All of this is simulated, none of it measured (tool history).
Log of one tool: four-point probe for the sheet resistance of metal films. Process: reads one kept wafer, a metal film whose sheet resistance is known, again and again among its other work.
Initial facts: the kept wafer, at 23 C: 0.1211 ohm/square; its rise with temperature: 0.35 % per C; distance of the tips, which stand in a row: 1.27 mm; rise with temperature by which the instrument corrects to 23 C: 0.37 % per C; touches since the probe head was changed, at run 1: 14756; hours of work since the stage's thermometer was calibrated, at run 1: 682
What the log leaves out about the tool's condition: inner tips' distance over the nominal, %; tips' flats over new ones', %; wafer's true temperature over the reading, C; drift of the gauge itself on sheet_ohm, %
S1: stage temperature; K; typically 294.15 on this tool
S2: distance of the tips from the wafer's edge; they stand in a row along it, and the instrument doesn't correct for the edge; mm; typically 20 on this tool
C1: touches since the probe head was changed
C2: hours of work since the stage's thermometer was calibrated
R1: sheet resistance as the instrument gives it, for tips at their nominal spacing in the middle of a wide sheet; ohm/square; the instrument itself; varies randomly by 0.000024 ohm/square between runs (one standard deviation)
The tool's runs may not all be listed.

run,hour,S1,S2,C1,C2,R1
1,0.0,294.15,20,14756,682,0.121319
2,13.7,294.15,20,15334,690,0.121260
3,23.5,294.15,20,15747,696,0.121319
4,37.3,300.15,20,16328,705,0.121130
5,46.2,300.15,20,16704,710,0.121086
6,57.5,300.15,20,17181,717,0.121084
7,67.8,296.15,20,17612,723,0.121265
8,79.2,296.15,20,18094,730,0.121243
9,93.9,305.15,21,18712,738,0.120969
10,102.3,294.15,31,19068,743,0.121197
11,109.6,294.15,5,19375,748,0.125143
12,122.9,295.15,4,19934,756,0.127255
13,132.1,306.15,9,20323,761,0.121986
14,145.5,306.15,9,20890,769,0.122012
15,154.0,296.15,6,21248,774,0.123888
16,167.3,308.15,14,21807,782,0.121198

Predict each of these 5 candidate next runs independently; none follows another, all start after run 16:
A,176.7,294.15,12,22204,788,?
B,176.7,298.15,64,22204,788,?
C,176.7,297.15,7,22204,788,?
D,176.7,299.15,4,22204,788,?
E,176.7,303.15,13,22204,788,?

run,R1
A,0.121784
B,0.120988
C,0.123096
D,0.127131
E,0.121409
Had the tool no hidden state, the same runs would have come out as:
run,R1
A,0.121862
B,0.121064
C,0.123174
D,0.127211
E,0.121484
